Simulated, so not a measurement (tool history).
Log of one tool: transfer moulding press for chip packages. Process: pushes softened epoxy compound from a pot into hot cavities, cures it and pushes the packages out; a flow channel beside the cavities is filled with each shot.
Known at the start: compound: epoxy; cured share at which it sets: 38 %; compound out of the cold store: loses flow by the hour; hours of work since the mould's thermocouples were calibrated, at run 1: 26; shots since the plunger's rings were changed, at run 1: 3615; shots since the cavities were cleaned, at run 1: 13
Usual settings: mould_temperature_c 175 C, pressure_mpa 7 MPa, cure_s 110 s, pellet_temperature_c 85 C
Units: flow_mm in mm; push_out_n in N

run,day,mould_temperature_c,pressure_mpa,cure_s,pellet_temperature_c,hours of work since the mould's thermocouples were calibrated,shots since the plunger's rings were changed,shots since the cavities were cleaned,incoming compound's hours out of the cold store,flow_mm,push_out_n
1,0,175,7,110,85,26,3615,13,19.2,960,368
2,1.496,175,7,110,85,46,3979,377,21.5,953,569
# day 2.154: cavities cleaned with cleaning compound and waxed
3,2.904,175,7,110,85,64,4306,182,13.7,973,482
# day 3.638: plunger's sealing rings changed
# day 4.412: cavities cleaned with cleaning compound and waxed
4,5.092,176,7,110,85,91,337,164,47.6,912,432
# day 6.675: cavities cleaned with cleaning compound and waxed
5,7.179,175,7,110,80,119,829,122,40.5,935,439
6,8.308,175,7,110,80,134,1104,397,26.2,965,540
# day 8.904: cavities cleaned with cleaning compound and waxed
7,10.254,175,6.82,110,80,159,1561,328,45.9,901,539
# day 11.142: cavities cleaned with cleaning compound and waxed
8,11.738,175,6.82,110,80,179,1906,144,32.3,930,449
# day 13.342: cavities cleaned with cleaning compound and waxed
9,13.342,173,7,110,85,199,2281,0,21.7,981,437
10,14.854,173,7,110,85,220,2648,367,12.9,1002,687
# day 15.512: cavities cleaned with cleaning compound and waxed
11,16.433,175,7,110,82,240,3016,223,38.9,919,497
# day 17.762: cavities cleaned with cleaning compound and waxed
12,19.008,175,7,110,82,274,3627,303,31.5,928,531
# day 19.908: cavities cleaned with cleaning compound and waxed
13,20.292,175,7,93,80,291,3924,93,44,895,580
# day 22.108: cavities cleaned with cleaning compound and waxed
14,22.404,170,7,106,85,319,4421,71,33.3,950,629
# day 22.696: plunger's sealing rings changed
15,23.546,175,7,91,83,333,207,324,40.6,938,802
# day 24.508: cavities cleaned with cleaning compound and waxed
16,25.071,175,5.7,91,82,352,562,137,27.2,875,708
# day 26.75: cavities cleaned with cleaning compound and waxed
17,27.5,170,7.23,127,85,384,1136,181,29.1,1004,515
# day 28.871: cavities cleaned with cleaning compound and waxed
18,29.362,178,7.23,127,81,409,1574,119,25.7,965,344
# day 31.042: cavities cleaned with cleaning compound and waxed
19,31.517,178,7.23,103,85,437,2082,116,42.8,915,422
# day 33.25: cavities cleaned with cleaning compound and waxed
20,33.354,178,5.62,103,85,461,2513,25,34,826,364
21,35.146,178,5.62,103,85,485,2949,461,43.3,801,532
# day 35.417: cavities cleaned with cleaning compound and waxed
22,36.283,171,6.57,131,81,500,3210,211,19.6,959,472

Forecast each of these 4 alternatives for the next run:
# day 37.546: cavities cleaned with cleaning compound and waxed
A,37.6,175,7.3,110,85,517,3514,13,38.3,?,?
# day 37.546: cavities cleaned with cleaning compound and waxed
B,37.6,181,6.57,131,81,517,3514,13,23,?,?
# day 37.546: cavities cleaned with cleaning compound and waxed
C,37.6,181,6.57,131,84,517,3514,13,43.2,?,?
# day 37.546: cavities cleaned with cleaning compound and waxed
D,37.6,171,6.57,128,94,517,3514,13,34.6,?,?

run,flow_mm,push_out_n
A,937,386
B,897,285
C,844,285
D,920,387
Without the tool's hidden state the same runs would have given:
run,flow_mm,push_out_n
A,965,354
B,924,273
C,869,274
D,947,355
